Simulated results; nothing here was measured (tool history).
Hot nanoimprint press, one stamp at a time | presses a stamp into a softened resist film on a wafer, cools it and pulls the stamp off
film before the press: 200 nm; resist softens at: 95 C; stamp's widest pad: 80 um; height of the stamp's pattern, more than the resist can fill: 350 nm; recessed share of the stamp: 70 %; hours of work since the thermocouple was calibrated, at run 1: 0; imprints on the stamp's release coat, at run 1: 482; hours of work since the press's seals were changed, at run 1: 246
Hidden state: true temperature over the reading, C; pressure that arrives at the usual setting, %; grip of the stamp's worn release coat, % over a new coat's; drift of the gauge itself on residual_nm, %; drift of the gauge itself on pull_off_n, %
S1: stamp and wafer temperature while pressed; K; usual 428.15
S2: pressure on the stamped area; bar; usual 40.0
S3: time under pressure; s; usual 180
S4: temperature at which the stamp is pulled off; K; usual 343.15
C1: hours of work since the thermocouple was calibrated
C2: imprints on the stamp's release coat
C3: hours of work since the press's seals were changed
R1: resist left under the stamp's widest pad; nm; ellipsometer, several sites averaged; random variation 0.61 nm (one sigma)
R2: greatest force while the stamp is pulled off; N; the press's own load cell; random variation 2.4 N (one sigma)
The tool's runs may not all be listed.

| run | hour | S1 | S2 | S3 | S4 | C1 | C2 | C3 | R1 | R2 |
|---|---|---|---|---|---|---|---|---|---|---|
| 1 | 0.0 | 428.15 | 40.0 | 180 | 343.15 | 0 | 482 | 246 | 94.5 | 120 |
| 2 | 66.9 | 428.15 | 29.3 | 180 | 343.15 | 43 | 666 | 289 | 111.3 | 119 |
| 3 | 103.0 | 428.15 | 29.3 | 180 | 343.15 | 66 | 765 | 312 | 110.9 | 129 |
| 4 | 172.3 | 428.15 | 40.0 | 180 | 343.15 | 111 | 956 | 357 | 95.7 | 135 |
| 5 | 247.6 | 428.15 | 40.0 | 180 | 343.15 | 159 | 1164 | 405 | 96.5 | 143 |
| 6 | 324.1 | 428.15 | 40.0 | 180 | 342.15 | 209 | 1374 | 455 | 97.8 | 148 |
|  | 385.2 | stamp cleaned and given a new release coat |
| 7 | 389.7 | 428.15 | 40.0 | 180 | 342.15 | 247 | 13 | 493 | 99.1 | 113 |
| 8 | 435.1 | 429.15 | 40.0 | 180 | 342.15 | 276 | 137 | 522 | 96.8 | 114 |
|  | 443.6 | plate thermocouple calibrated |
| 9 | 516.2 | 428.15 | 40.0 | 180 | 338.15 | 47 | 353 | 573 | 95.5 | 121 |
| 10 | 592.6 | 428.15 | 40.0 | 180 | 338.15 | 96 | 563 | 622 | 96.4 | 132 |
| 11 | 634.5 | 428.15 | 40.0 | 180 | 338.15 | 123 | 678 | 649 | 97.5 | 128 |
| 12 | 710.5 | 428.15 | 40.0 | 180 | 338.15 | 172 | 888 | 698 | 98.8 | 141 |
| 13 | 777.9 | 428.15 | 40.0 | 180 | 343.15 | 215 | 1074 | 741 | 99.1 | 135 |
| 14 | 856.0 | 428.15 | 40.0 | 180 | 343.15 | 265 | 1289 | 791 | 100.6 | 144 |
|  | 881.9 | plate thermocouple calibrated |
| 15 | 908.6 | 428.15 | 40.0 | 180 | 343.15 | 17 | 1425 | 823 | 96.6 | 146 |
|  | 949.0 | stamp cleaned and given a new release coat |
| 16 | 977.9 | 428.15 | 40.0 | 180 | 343.15 | 58 | 80 | 864 | 97.9 | 114 |
| 17 | 1023.3 | 428.15 | 40.0 | 180 | 341.15 | 87 | 205 | 893 | 100.2 | 118 |

Forecast run 18:
| 18 | 1072.0 | 428.15 | 40.0 | 140 | 343.15 | 118 | 339 | 924 | ? | ? |

{"run 18": {"R1": 106.2, "R2": 117}}
Without the tool's hidden state the same run would have given R1 100.6 nm, R2 107 N.
